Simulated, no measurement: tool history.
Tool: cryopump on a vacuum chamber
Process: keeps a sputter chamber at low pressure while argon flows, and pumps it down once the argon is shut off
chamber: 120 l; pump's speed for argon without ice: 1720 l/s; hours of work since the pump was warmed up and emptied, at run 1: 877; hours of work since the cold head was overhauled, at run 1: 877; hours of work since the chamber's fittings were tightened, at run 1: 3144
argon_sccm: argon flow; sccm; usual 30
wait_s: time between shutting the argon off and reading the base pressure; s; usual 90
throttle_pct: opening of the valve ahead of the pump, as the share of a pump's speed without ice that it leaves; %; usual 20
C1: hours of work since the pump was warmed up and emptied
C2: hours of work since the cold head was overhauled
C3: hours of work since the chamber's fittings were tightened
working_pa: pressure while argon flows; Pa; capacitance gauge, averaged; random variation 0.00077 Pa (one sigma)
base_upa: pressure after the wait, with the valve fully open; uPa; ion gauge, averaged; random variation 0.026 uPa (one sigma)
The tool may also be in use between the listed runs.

run 1 hour=0 | argon_sccm=30 wait_s=90 throttle_pct=20 | C1=877 C2=877 C3=3144 | working_pa=0.1568 base_upa=3.03
run 2 hour=13.4 | argon_sccm=30 wait_s=90 throttle_pct=20 | C1=888 C2=888 C3=3155 | working_pa=0.1577 base_upa=3.14
run 3 hour=25.5 | argon_sccm=30 wait_s=90 throttle_pct=20 | C1=897 C2=897 C3=3165 | working_pa=0.1554 base_upa=3.14
run 4 hour=44.8 | argon_sccm=30 wait_s=90 throttle_pct=18 | C1=913 C2=913 C3=3180 | working_pa=0.1729 base_upa=3.13
-- hour=64.4 pump warmed up, emptied and cooled again
run 5 hour=72.7 | argon_sccm=19 wait_s=90 throttle_pct=20 | C1=7 C2=931 C3=3199 | working_pa=0.0932 base_upa=2.63
run 6 hour=84.5 | argon_sccm=19 wait_s=90 throttle_pct=20 | C1=16 C2=941 C3=3208 | working_pa=0.0936 base_upa=2.68
run 7 hour=106.1 | argon_sccm=19 wait_s=90 throttle_pct=20 | C1=34 C2=958 C3=3226 | working_pa=0.0938 base_upa=2.65

The next listed run, before its measurement:
-- hour=110.1 leaking fittings of the chamber tightened, without venting
run 8 hour=123.2 | argon_sccm=12 wait_s=90 throttle_pct=20 | C1=46 C2=970 C3=11 | working_pa=? base_upa=?

working_pa: 0.0587 Pa
base_upa: 1.08 uPa
Without the tool's hidden state the same run would have given working_pa 0.0585 Pa, base_upa 1.05 uPa.

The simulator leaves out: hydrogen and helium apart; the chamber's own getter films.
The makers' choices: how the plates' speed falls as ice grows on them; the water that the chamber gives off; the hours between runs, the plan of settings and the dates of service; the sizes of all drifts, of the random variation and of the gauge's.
